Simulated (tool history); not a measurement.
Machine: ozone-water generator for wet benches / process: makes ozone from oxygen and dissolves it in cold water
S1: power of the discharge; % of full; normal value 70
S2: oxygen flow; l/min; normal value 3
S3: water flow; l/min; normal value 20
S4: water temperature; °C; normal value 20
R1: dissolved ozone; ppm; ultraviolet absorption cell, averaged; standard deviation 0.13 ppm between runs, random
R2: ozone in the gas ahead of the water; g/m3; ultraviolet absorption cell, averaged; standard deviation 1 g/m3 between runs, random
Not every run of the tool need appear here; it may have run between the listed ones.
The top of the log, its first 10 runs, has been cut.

run    hour  S1    S2  S3  S4    R1     R2
 11  1380.5  70     3  18  20  12.5  144.9
 12  1523.9  70     3  18  20  12.5    145
 13  1708.7  70     3  18  20  12.6  143.4
 14    1812  70     3  20  20  11.6  142.4
 15  1910.2  70     3  18  20  12.5  142.4
 16  2082.5  70     3  30  20     8  140.4
 17    2210  70     3  30  20     8  141.9
 18  2366.9  61     3  17  26  11.3  133.1
 19  2447.4  46   3.9  20  19  10.2    108
 20  2554.3  72  4.86  23  13  12.8  120.3
 21  2730.1  53     3  13  20    14  123.7
 22    2846  77  3.39  14  17  16.5  138.9
 23  2986.5  77  4.36  14  17  17.1  126.4
 24  3142.8  77  4.36  14  17  17.2  124.7
 25  3306.8  73  4.36  16  17  15.1  122.6
     3428.4  -- electrodes of the discharge changed
 26  3438.8  73  4.36  16  17  19.4  153.1
 27  3514.2  73  4.36  16  17  19.3  153.7
 28  3688.9  59  2.23  20  27  10.7  174.9
 29  3814.9  45  3.64  20  27  10.6  128.2
 30  3898.7  40  3.64  20  27   9.9  120.9
 31  4047.8  62  3.64  18  27  13.4    151
 32    4181  62  4.98  18  28  13.7  133.5
 33  4300.8  42  4.98  31  21   8.3  108.8

Each row is a separate what-if for the run after 33, all from the same tool condition, not one after another. Results?
  A  4479.2  45    3  22  24   ?   ?
  B  4479.2  63    3  20  20   ?   ?
  C  4479.2  42  2.1  12  23   ?   ?
  D  4479.2  70    3  20  18   ?   ?

run    R1     R2
  A   9.5  136.3
  B  12.8  161.2
  C  13.7  148.9
  D  13.8  170.2
Stripped of hidden state, with their random variation kept, the same runs would have yielded:
run    R1     R2
  A   9.9  138.8
  B  13.4  164.8
  C  14.2  151.5
  D  14.4  174.2

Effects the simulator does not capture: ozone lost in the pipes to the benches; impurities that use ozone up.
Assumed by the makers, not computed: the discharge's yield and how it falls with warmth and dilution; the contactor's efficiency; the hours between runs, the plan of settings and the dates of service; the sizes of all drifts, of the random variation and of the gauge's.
